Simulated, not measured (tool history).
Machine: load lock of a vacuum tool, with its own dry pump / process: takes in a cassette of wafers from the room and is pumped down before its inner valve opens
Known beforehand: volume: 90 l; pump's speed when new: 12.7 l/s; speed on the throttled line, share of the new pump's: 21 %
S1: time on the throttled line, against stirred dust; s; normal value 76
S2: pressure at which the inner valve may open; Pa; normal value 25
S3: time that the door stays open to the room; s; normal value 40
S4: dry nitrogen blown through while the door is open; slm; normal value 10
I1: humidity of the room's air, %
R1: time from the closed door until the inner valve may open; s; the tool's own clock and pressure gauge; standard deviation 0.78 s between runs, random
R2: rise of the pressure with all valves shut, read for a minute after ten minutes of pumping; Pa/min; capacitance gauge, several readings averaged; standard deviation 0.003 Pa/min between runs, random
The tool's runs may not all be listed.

| run | hour | S1 | S2 | S3 | S4 | I1 | R1 | R2 |
|---|---|---|---|---|---|---|---|---|
| 1 | 0 | 76 | 25 | 40 | 10 | 43.2 | 134.1 | 0.357 |
| 2 | 412.3 | 126 | 25 | 40 | 10 | 46.4 | 170.8 | 0.366 |
| 3 | 694.7 | 126 | 25 | 40 | 10 | 42.3 | 171.9 | 0.375 |
|  | 927.5 | dry pump taken out, an overhauled one fitted |
| 4 | 956.6 | 76 | 25 | 40 | 15 | 45.3 | 118 | 0.377 |
| 5 | 1193.3 | 76 | 25 | 40 | 15 | 43.8 | 119.6 | 0.388 |
| 6 | 1538.3 | 76 | 25 | 40 | 10 | 43.8 | 118.3 | 0.396 |
| 7 | 1863.1 | 76 | 25 | 40 | 10 | 43 | 119.2 | 0.41 |
| 8 | 2086.5 | 76 | 25 | 40 | 10 | 44.2 | 119.7 | 0.414 |
| 9 | 2532.1 | 76 | 25 | 40 | 10 | 50 | 119.6 | 0.442 |
| 10 | 2849.3 | 76 | 25 | 40 | 10 | 44.2 | 119.8 | 0.444 |
| 11 | 3320.3 | 131 | 25 | 40 | 10 | 46.4 | 164.4 | 0.462 |
| 12 | 3573.1 | 131 | 25 | 40 | 10 | 44.9 | 162.4 | 0.466 |
| 13 | 4044.1 | 131 | 20 | 40 | 10 | 45.8 | 165.9 | 0.477 |
| 14 | 4337 | 131 | 31 | 40 | 10 | 43.3 | 164.5 | 0.483 |
|  | 4531.2 | door's seal changed, seat wiped |
| 15 | 4727.4 | 131 | 31 | 40 | 10 | 47.3 | 164.6 | 0.024 |
| 16 | 4960.2 | 76 | 25 | 104 | 10 | 44.1 | 121.2 | 0.045 |
| 17 | 5163.2 | 76 | 25 | 104 | 10 | 42.5 | 123 | 0.048 |
| 18 | 5616 | 76 | 25 | 104 | 10 | 44.3 | 122.7 | 0.049 |
| 19 | 5930.2 | 76 | 25 | 104 | 10 | 45.7 | 121.7 | 0.055 |
| 20 | 6257.9 | 80 | 25 | 163 | 16 | 47.2 | 126.6 | 0.06 |
| 21 | 6464.6 | 80 | 25 | 163 | 6 | 42.3 | 125.9 | 0.073 |
| 22 | 6790.8 | 72 | 41 | 55 | 6 | 43.3 | 115.9 | 0.048 |
| 23 | 7266.2 | 72 | 41 | 59 | 6 | 45.9 | 116.6 | 0.061 |
| 24 | 7666.7 | 76 | 25 | 40 | 36 | 44.2 | 123.3 | 0.04 |
| 25 | 8058.1 | 76 | 25 | 40 | 7 | 44.2 | 123.6 | 0.058 |
| 26 | 8384 | 76 | 37 | 39 | 10 | 45.5 | 119.9 | 0.06 |
| 27 | 8661.4 | 76 | 24 | 37 | 10 | 44.5 | 124.6 | 0.061 |
| 28 | 9009.7 | 76 | 24 | 37 | 10 | 47.8 | 125.4 | 0.074 |
| 29 | 9495.5 | 76 | 24 | 37 | 10 | 46.9 | 125.7 | 0.08 |
| 30 | 9824.6 | 76 | 24 | 37 | 10 | 46.1 | 125 | 0.08 |
| 31 | 10237.2 | 76 | 25 | 40 | 7 | 42.1 | 125.7 | 0.09 |
| 32 | 10714.6 | 76 | 25 | 40 | 7 | 45 | 125.5 | 0.098 |
| 33 | 10946.7 | 76 | 24 | 97 | 45 | 46.2 | 126.1 | 0.092 |

Run 34 has not been measured yet. What should we expect?
| 34 | 11314.6 | 76 | 24 | 97 | 45 | 49 | ? | ? |

{"run 34": {"R1": 126.3, "R2": 0.102}}
The same run, on a tool lacking any hidden state, would have yielded R1 119.7 s, R2 0.026 Pa/min.
